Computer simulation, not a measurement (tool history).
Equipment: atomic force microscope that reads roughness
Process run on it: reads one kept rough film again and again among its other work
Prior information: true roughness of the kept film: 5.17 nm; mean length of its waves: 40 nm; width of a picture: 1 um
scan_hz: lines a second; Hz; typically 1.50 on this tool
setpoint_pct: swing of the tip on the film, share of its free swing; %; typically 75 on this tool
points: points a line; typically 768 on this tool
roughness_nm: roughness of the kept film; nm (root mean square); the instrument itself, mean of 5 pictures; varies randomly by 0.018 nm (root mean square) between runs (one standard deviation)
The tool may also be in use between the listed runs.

run   hour  scan_hz  setpoint_pct  points  roughness_nm
  1    0.0     1.50            75     768         3.728
  2    9.4     1.50            75     768         3.630
  3   16.9     1.50            75     768         3.570
  4   26.8     1.50            75     306         3.462
  5   42.7     1.50            69     768         3.409
  6   58.4     1.50            75     768         3.250
  7   69.3     1.50            75     768         3.170
  8   77.3     1.50            75     515         3.140
  9   84.3     1.50            75     515         3.053
      86.7  -- new tip fitted
 10   99.8     1.50            75     515         4.152
 11  111.0     1.50            74     768         4.039
 12  120.5     1.50            74     768         3.924
 13  127.9     1.50            74     550         3.845
 14  139.3     1.50            74     550         3.706
 15  152.7     1.50            74     550         3.575
 16  166.2     1.50            74     550         3.495
 17  180.9     1.50            75     913         3.379
 18  197.1     1.50            69     768         3.252
 19  212.5     1.50            69     768         3.184
 20  223.6     1.50            69     768         3.102
     226.8  -- new tip fitted
 21  233.8     1.50            69     768         4.290
 22  243.8     1.50            69     768         4.169
 23  251.1     1.50            69     768         4.053
 24  261.9     1.82            70     286         3.877
 25  272.4     2.61            75     529         3.644
 26  284.8     0.55            57     550         3.799
 27  299.3     0.80            71     768         3.627
 28  307.6     1.36            86     422         3.348
 29  323.7     1.41            75     461         3.357
 30  337.0     1.41            75     461         3.260
 31  354.2     0.94            61     768         3.244
     366.6  -- new tip fitted
 32  367.7     0.94            61     768         4.449
 33  382.3     1.50            66     395         4.167
 34  397.3     1.50            66     395         4.027
 35  412.1     1.50            66     395         3.858
 36  422.1     1.50            66     395         3.752
 37  437.7     2.90            89     602         3.132
 38  451.0     3.70            63     632         3.441
 39  463.1     0.68            67     817         3.475
 40  470.9     1.50            76     768         3.293
 41  483.4     1.50            70     395         3.229
 42  496.7     1.50            70     395         3.137
     506.1  -- new tip fitted
 43  510.7     1.50            70     395         4.282

Branching from run 43: 4 alternative next runs. What would each branch give?
  A  519.3     1.04            60     766             ?
  B  519.3     0.77            75     298             ?
  C  519.3     2.98            63     294             ?
  D  519.3     1.19            76     395             ?

run  roughness_nm
  A         4.260
  B         4.198
  C         4.083
  D         4.174
With the hidden condition removed and each run's random variation left untouched, the same runs would have given:
run  roughness_nm
  A         4.500
  B         4.434
  C         4.312
  D         4.409

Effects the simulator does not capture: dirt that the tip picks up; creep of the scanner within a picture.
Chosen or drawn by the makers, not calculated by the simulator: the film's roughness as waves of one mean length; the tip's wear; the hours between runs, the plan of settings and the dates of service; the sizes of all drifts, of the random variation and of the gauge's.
